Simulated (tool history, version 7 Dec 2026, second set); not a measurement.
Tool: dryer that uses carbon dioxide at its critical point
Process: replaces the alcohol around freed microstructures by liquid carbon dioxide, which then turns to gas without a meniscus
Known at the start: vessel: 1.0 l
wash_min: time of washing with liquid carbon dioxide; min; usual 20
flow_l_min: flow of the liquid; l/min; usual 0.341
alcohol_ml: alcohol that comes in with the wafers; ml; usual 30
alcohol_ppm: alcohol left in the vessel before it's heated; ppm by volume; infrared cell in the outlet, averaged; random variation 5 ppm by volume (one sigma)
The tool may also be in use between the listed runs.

run 1 hour=0 | wash_min=20 flow_l_min=0.341 alcohol_ml=30 | alcohol_ppm=84
run 2 hour=31.1 | wash_min=20 flow_l_min=0.341 alcohol_ml=30 | alcohol_ppm=104
run 3 hour=59.9 | wash_min=20 flow_l_min=0.341 alcohol_ml=30 | alcohol_ppm=97
run 4 hour=97.2 | wash_min=20 flow_l_min=0.341 alcohol_ml=30 | alcohol_ppm=123
run 5 hour=135.8 | wash_min=20 flow_l_min=0.341 alcohol_ml=30 | alcohol_ppm=119
run 6 hour=171.3 | wash_min=20 flow_l_min=0.341 alcohol_ml=30 | alcohol_ppm=133
run 7 hour=189 | wash_min=20 flow_l_min=0.341 alcohol_ml=30 | alcohol_ppm=146
run 8 hour=211.7 | wash_min=20 flow_l_min=0.341 alcohol_ml=30 | alcohol_ppm=146
run 9 hour=235.4 | wash_min=14 flow_l_min=0.443 alcohol_ml=23 | alcohol_ppm=197
run 10 hour=267.4 | wash_min=29 flow_l_min=0.374 alcohol_ml=55 | alcohol_ppm=54
run 11 hour=296.9 | wash_min=29 flow_l_min=0.374 alcohol_ml=55 | alcohol_ppm=60
run 12 hour=322.1 | wash_min=29 flow_l_min=0.219 alcohol_ml=55 | alcohol_ppm=228

Not shown: 1 entry that the log had between the listed runs. Between which runs, and how does the tool's hidden state differ before and after?
Between runs 9 and 10: inlet filter changed (hour 253.3)
  flow that reaches the vessel past the clogged filter, %: 83.6 -> 98.9; alcohol in the recycled carbon dioxide, ppm: 50.1 -> 54
  measured less the result without the state, alcohol_ppm: +136 -> +49 ppm by volume
